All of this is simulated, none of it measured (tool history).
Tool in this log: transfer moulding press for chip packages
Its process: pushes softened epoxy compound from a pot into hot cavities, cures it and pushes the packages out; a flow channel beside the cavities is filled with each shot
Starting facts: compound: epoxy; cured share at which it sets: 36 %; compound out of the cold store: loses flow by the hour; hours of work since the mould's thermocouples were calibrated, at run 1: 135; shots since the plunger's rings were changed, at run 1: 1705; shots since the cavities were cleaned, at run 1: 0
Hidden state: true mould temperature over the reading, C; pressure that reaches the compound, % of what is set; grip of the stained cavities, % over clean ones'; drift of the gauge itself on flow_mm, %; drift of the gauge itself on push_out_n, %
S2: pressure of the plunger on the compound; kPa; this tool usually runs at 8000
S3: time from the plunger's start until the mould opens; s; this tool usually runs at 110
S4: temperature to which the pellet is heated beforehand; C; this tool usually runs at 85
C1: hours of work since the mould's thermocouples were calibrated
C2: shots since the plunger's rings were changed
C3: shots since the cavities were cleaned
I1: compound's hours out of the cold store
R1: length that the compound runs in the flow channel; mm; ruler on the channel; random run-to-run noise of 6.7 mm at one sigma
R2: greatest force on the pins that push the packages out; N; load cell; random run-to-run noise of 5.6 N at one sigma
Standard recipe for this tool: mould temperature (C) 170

Run 1, hour 0.0: usual settings; C1 135; C2 1705; C3 0; I1 11.7. Result: R1 934 mm, R2 220 N.
Run 2, hour 46.7: usual settings but S2 6840 kPa; C1 156; C2 2060; C3 355; I1 40.4. Result: R1 783 mm, R2 277 N.
Run 3, hour 77.9: usual settings; C1 170; C2 2298; C3 593; I1 26.2. Result: R1 877 mm, R2 317 N.
At hour 100.2: cavities cleaned with cleaning compound and waxed.
Run 4, hour 142.0: usual settings; C1 198; C2 2775; C3 319; I1 8.6. Result: R1 937 mm, R2 276 N.
Run 5, hour 188.6: usual settings; C1 220; C2 3130; C3 674; I1 20.4. Result: R1 875 mm, R2 323 N.
At hour 200.9: cavities cleaned with cleaning compound and waxed.
Run 6, hour 241.4: usual settings but S2 9420 kPa; C1 243; C2 3521; C3 309; I1 14.4. Result: R1 969 mm, R2 259 N.
Run 7, hour 284.4: usual settings but S2 9420 kPa; C1 262; C2 3848; C3 636; I1 38.7. Result: R1 871 mm, R2 284 N.
At hour 302.3: cavities cleaned with cleaning compound and waxed.
Run 8, hour 321.9: usual settings; C1 279; C2 4123; C3 149; I1 39.1. Result: R1 808 mm, R2 231 N.
Run 9, hour 387.1: usual settings; C1 308; C2 4620; C3 646; I1 27.5. Result: R1 839 mm, R2 314 N.
At hour 405.5: cavities cleaned with cleaning compound and waxed.
Run 10, hour 450.5: usual settings; C1 336; C2 5091; C3 343; I1 47.8. Result: R1 756 mm, R2 248 N.
Run 11, hour 495.5: usual settings; C1 357; C2 5434; C3 686; I1 11.3. Result: R1 843 mm, R2 310 N.
At hour 506.8: cavities cleaned with cleaning compound and waxed.
At hour 560.5: plunger's sealing rings changed.
Run 12, hour 562.4: usual settings; C1 385; C2 15; C3 404; I1 31.8. Result: R1 900 mm, R2 281 N.
At hour 610.6: cavities cleaned with cleaning compound and waxed.
Run 13, hour 610.6: usual settings; C1 406; C2 371; C3 0; I1 30.1. Result: R1 891 mm, R2 194 N.
Run 14, hour 641.0: usual settings; C1 420; C2 602; C3 231; I1 40.3. Result: R1 865 mm, R2 234 N.
Run 15, hour 672.9: usual settings but mould temperature (C) 168, S2 7630 kPa; C1 434; C2 845; C3 474; I1 18.6. Result: R1 921 mm, R2 337 N.
Run 16, hour 707.4: usual settings but mould temperature (C) 173, S2 9490 kPa, S3 117 s, S4 86 C; C1 450; C2 1108; C3 737; I1 44.4. Result: R1 920 mm, R2 260 N.
At hour 711.8: cavities cleaned with cleaning compound and waxed.
Run 17, hour 739.0: usual settings but mould temperature (C) 173, S2 9490 kPa, S3 117 s, S4 86 C; C1 464; C2 1337; C3 207; I1 22.2. Result: R1 980 mm, R2 197 N.
Run 18, hour 771.2: usual settings but mould temperature (C) 177, S2 8460 kPa, S4 94 C; C1 478; C2 1583; C3 453; I1 28.2. Result: R1 880 mm, R2 234 N.
Run 19, hour 800.4: usual settings but mould temperature (C) 177, S2 8460 kPa, S4 94 C; C1 492; C2 1805; C3 675; I1 24.1. Result: R1 901 mm, R2 251 N.
At hour 813.1: cavities cleaned with cleaning compound and waxed.
Run 20, hour 865.7: usual settings but mould temperature (C) 177, S2 8460 kPa, S4 94 C; C1 521; C2 2291; C3 401; I1 22.1. Result: R1 874 mm, R2 220 N.
At hour 913.3: cavities cleaned with cleaning compound and waxed.
Run 21, hour 916.3: usual settings but mould temperature (C) 177, S2 8460 kPa, S4 94 C; C1 543; C2 2665; C3 23; I1 21.8. Result: R1 879 mm, R2 167 N.
Run 22, hour 953.5: usual settings but S2 8740 kPa; C1 560; C2 2949; C3 307; I1 29.0. Result: R1 899 mm, R2 256 N.
Run 23, hour 1008.8: usual settings but mould temperature (C) 173, S2 8250 kPa, S3 143 s, S4 80 C; C1 585; C2 3370; C3 728; I1 38.5. Result: R1 824 mm, R2 241 N.
At hour 1015.7: cavities cleaned with cleaning compound and waxed.
Run 24, hour 1067.4: usual settings but mould temperature (C) 164, S2 9150 kPa; C1 611; C2 3805; C3 394; I1 18.7. Result: R1 980 mm, R2 408 N.
At hour 1115.8: cavities cleaned with cleaning compound and waxed.
Run 25, hour 1131.2: usual settings but mould temperature (C) 164, S2 9150 kPa, S3 101 s, S4 84 C; C1 639; C2 4279; C3 117; I1 32.7. Result: R1 894 mm, R2 384 N.
Run 26, hour 1175.2: usual settings but S2 9500 kPa; C1 659; C2 4614; C3 452; I1 16.6. Result: R1 922 mm, R2 270 N.
At hour 1216.1: cavities cleaned with cleaning compound and waxed.
Run 27, hour 1220.2: usual settings but S2 6310 kPa, S4 77 C; C1 678; C2 4946; C3 32; I1 16.4. Result: R1 753 mm, R2 226 N.
At hour 1258.3: mould's thermocouples calibrated.
Run 28, hour 1271.1: usual settings but S2 8960 kPa, S4 77 C; C1 6; C2 5318; C3 404; I1 23.7. Result: R1 875 mm, R2 302 N.

How would selected steps in R1 from run to run divide? Give the signed amount a tool lacking its hidden state would still show from settings, what came in and random variation, and the signed amount left for the hidden state, including any gauge scatter that is not in both of the compared results.
Run 11 -> 12: cavities cleaned with cleaning compound and waxed, plunger's sealing rings changed. R1 +57 mm: hidden state +108, all else -51.
Run 23 -> 24: mould temperature (C) 173 -> 164, S2 8250 -> 9150, S3 143 -> 110, S4 80 -> 85, cavities cleaned with cleaning compound and waxed. R1 +156 mm: hidden state -23, all else +179.
Run 26 -> 27: S2 9500 -> 6310, S4 85 -> 77, cavities cleaned with cleaning compound and waxed. R1 -169 mm: hidden state +13, all else -182.

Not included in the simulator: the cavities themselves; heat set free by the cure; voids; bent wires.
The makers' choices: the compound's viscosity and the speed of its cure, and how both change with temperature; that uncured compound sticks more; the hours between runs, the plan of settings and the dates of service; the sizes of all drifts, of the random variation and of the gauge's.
